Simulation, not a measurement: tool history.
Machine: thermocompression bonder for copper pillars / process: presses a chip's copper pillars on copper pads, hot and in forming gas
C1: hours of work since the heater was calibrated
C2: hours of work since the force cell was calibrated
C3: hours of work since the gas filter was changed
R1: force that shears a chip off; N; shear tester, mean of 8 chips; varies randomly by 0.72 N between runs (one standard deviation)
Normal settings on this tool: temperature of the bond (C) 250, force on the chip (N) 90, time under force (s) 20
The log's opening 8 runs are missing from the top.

At hour 503.5: forming gas filter changed.
Run 9, hour 509.1: usual settings but force on the chip (N) 111; C1 443; C2 367; C3 2. Result: R1 71.6 N.
Run 10, hour 566.7: usual settings but force on the chip (N) 111; C1 469; C2 392; C3 28. Result: R1 72 N.
Run 11, hour 648.3: usual settings but temperature of the bond (C) 257; C1 505; C2 428; C3 64. Result: R1 67.6 N.
Run 12, hour 743.7: usual settings but temperature of the bond (C) 257; C1 548; C2 471; C3 107. Result: R1 66.8 N.
Run 13, hour 836.9: usual settings but temperature of the bond (C) 257; C1 589; C2 512; C3 148. Result: R1 66 N.
Run 14, hour 887.7: usual settings but temperature of the bond (C) 257; C1 612; C2 535; C3 171. Result: R1 66.9 N.
Run 15, hour 941.5: usual settings; C1 636; C2 559; C3 195. Result: R1 59.4 N.
Run 16, hour 1022.9: usual settings but time under force (s) 16; C1 672; C2 595; C3 231. Result: R1 55.1 N.
At hour 1033.4: force cell calibrated.
Run 17, hour 1104.2: usual settings but temperature of the bond (C) 274; C1 707; C2 31; C3 266. Result: R1 77.2 N.
Run 18, hour 1151.3: usual settings but temperature of the bond (C) 274; C1 728; C2 52; C3 287. Result: R1 75.9 N.
Run 19, hour 1237.4: usual settings but temperature of the bond (C) 274; C1 767; C2 91; C3 326. Result: R1 76.8 N.
At hour 1323.2: forming gas filter changed.
Run 20, hour 1334.2: usual settings but temperature of the bond (C) 274; C1 809; C2 134; C3 5. Result: R1 82.6 N.
Run 21, hour 1401.4: usual settings but force on the chip (N) 70; C1 839; C2 163; C3 35. Result: R1 49.6 N.
Run 22, hour 1450.9: usual settings but temperature of the bond (C) 249, force on the chip (N) 118, time under force (s) 50; C1 861; C2 185; C3 57. Result: R1 90.3 N.
Run 23, hour 1504.7: usual settings but temperature of the bond (C) 249, force on the chip (N) 118, time under force (s) 50; C1 885; C2 209; C3 81. Result: R1 89.5 N.
At hour 1532.6: force cell calibrated, once more.
Run 24, hour 1597.8: usual settings but temperature of the bond (C) 261, force on the chip (N) 118, time under force (s) 11; C1 926; C2 29; C3 121. Result: R1 72.9 N.
Run 25, hour 1668.5: usual settings but temperature of the bond (C) 261, force on the chip (N) 118, time under force (s) 11; C1 957; C2 60; C3 153. Result: R1 74.6 N.
Run 26, hour 1717.1: usual settings but temperature of the bond (C) 221, force on the chip (N) 107, time under force (s) 18; C1 979; C2 82; C3 175. Result: R1 43.1 N.
Run 27, hour 1784.2: usual settings but temperature of the bond (C) 221, force on the chip (N) 107, time under force (s) 18; C1 1009; C2 112; C3 204. Result: R1 42.9 N.
Run 28, hour 1877.3: usual settings but temperature of the bond (C) 247, force on the chip (N) 65, time under force (s) 18; C1 1050; C2 153; C3 246. Result: R1 43.9 N.
Run 29, hour 1927.2: usual settings but temperature of the bond (C) 247, force on the chip (N) 65, time under force (s) 18; C1 1072; C2 175; C3 268. Result: R1 43.3 N.
Run 30, hour 1966.6: usual settings but temperature of the bond (C) 247, force on the chip (N) 65, time under force (s) 28; C1 1090; C2 193; C3 286. Result: R1 50.5 N.
Run 31, hour 2021.3: usual settings but temperature of the bond (C) 247, force on the chip (N) 65, time under force (s) 16; C1 1114; C2 217; C3 310. Result: R1 41.8 N.
Run 32, hour 2071.6: usual settings but force on the chip (N) 94, time under force (s) 23; C1 1137; C2 240; C3 332. Result: R1 65.3 N.

Expected results for the next run?
Run 33, hour 2137.7: usual settings but force on the chip (N) 56, time under force (s) 23; C1 1166; C2 269; C3 362. Result: R1 ?.

{"run 33": {"R1": 43.9}}
Without the tool's hidden state the same run would have given R1 44 N.

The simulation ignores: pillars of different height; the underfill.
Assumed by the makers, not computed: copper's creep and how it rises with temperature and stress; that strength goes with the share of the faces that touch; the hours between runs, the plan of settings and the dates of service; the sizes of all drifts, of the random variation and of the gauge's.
